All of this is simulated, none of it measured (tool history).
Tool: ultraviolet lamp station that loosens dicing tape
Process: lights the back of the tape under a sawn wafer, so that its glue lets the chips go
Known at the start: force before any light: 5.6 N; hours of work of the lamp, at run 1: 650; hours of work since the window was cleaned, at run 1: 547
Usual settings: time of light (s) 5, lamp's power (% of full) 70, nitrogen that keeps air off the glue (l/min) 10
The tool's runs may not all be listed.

run,hour,time of light (s),lamp's power (% of full),nitrogen that keeps air off the glue (l/min),hours of work of the lamp,hours of work since the window was cleaned,force that peels the tape off (N),light that reached the tape (mJ/cm²)
1,0,5,70,10,650,547,1.241,218
2,25.4,5,70,10,664,561,1.172,218
3,50.8,5,70,10,678,575,1.21,216
4,79.1,5,70,10,693,591,1.259,210
5,93,5,92,10,701,599,0.795,275
# hour 95.3: window cleaned of glue's vapour
6,114.4,5,92,10,713,11,0.957,243
7,143.4,5,92,10,729,27,0.937,246
8,163.2,5,70,3,740,37,2.277,185
9,186.4,5,70,3,752,50,2.249,185
10,214.3,4,62,14,768,66,1.989,128
11,237.6,4,62,14,781,78,2.018,130
12,261.2,4,87,4,793,91,2.102,179
13,276.1,7,88,7,802,100,0.792,318
# hour 290.9: window cleaned of glue's vapour, once more
14,308.5,7,88,7,819,10,0.459,421

Run 15 comes next. What will it give?
15,330.9,7,88,7,832,22,?,?

Run 15 gave force that peels the tape off (N) 0.456, light that reached the tape (mJ/cm²) 415.
Without the tool's hidden state the same run would have given force that peels the tape off (N) 0.315, light that reached the tape (mJ/cm²) 502.
